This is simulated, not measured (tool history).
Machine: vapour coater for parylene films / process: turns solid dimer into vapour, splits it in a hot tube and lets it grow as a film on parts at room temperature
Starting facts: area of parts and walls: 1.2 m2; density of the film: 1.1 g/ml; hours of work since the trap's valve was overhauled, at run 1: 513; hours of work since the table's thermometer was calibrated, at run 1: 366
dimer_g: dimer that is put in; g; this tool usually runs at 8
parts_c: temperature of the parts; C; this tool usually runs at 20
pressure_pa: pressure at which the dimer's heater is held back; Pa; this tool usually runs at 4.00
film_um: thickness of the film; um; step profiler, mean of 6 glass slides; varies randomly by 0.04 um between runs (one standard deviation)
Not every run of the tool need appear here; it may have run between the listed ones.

run    hour  dimer_g  parts_c  pressure_pa  hours of work since the trap's valve was overhauled  hours of work since the table's thermometer was calibrated  film_um
  1     0.0        8       20         4.00                                                  513                                                         366     3.94
  2    64.6        8       20         4.00                                                  548                                                         402     3.93
  3   111.0        8       20         4.00                                                  574                                                         427     3.97
  4   158.6       12       20         4.00                                                  600                                                         454     5.83
  5   189.7       12       20         4.00                                                  617                                                         471     5.78
  6   222.4       12       20         4.00                                                  635                                                         489     5.80
  7   272.0        8       20         4.00                                                  662                                                         516     3.92
  8   305.8        6       20         4.00                                                  681                                                         534     2.90
      328.5  -- trap's valve overhauled
  9   365.7        6       20         4.00                                                   20                                                         565     3.10
 10   427.8        5       20         4.00                                                   55                                                         599     2.56
 11   469.7        5       20         4.00                                                   78                                                         622     2.60
 12   516.4        8       20        11.08                                                  103                                                         648     3.40
 13   560.9        8       20         4.00                                                  128                                                         673     4.15
 14   596.4        8       20         4.00                                                  147                                                         692     4.07
 15   660.4        8       20         4.69                                                  183                                                         727     3.89
 16   710.1        8       20         4.69                                                  210                                                         755     3.99
 17   763.0        8       14         4.00                                                  239                                                         784     4.91
 18   809.2        8       14         4.00                                                  264                                                         809     4.82
 19   838.6        9       20         4.00                                                  280                                                         825     4.58
      878.8  -- table's thermometer calibrated
 20   895.9        9       20         4.00                                                  311                                                           9     4.52
 21   925.4        9       20         4.00                                                  328                                                          26     4.61
 22   980.8        9       20         4.00                                                  358                                                          56     4.57
 23  1020.8        9       20         4.00                                                  380                                                          78     4.50
 24  1064.2        9       20         4.00                                                  404                                                         102     4.55
 25  1119.0        9       20         4.00                                                  434                                                         132     4.49
 26  1181.0        3       14         6.15                                                  468                                                         166     1.69
 27  1214.4       11       18         9.71                                                  487                                                         184     4.89
 28  1249.6        6       16         4.30                                                  506                                                         204     3.31
 29  1297.7        5       23         9.37                                                  532                                                         230     1.92
 30  1340.4        5       24         6.05                                                  556                                                         254     2.03
 31  1379.2        5       24         6.05                                                  577                                                         275     2.02

Run 32 comes next. What will it give?
 32  1443.1        5       24         6.05                                                  612                                                         310        ?

{"run 32": {"film_um": 1.95}}
Minus the tool's unlogged condition, the same run would have read film_um 2.13 um.

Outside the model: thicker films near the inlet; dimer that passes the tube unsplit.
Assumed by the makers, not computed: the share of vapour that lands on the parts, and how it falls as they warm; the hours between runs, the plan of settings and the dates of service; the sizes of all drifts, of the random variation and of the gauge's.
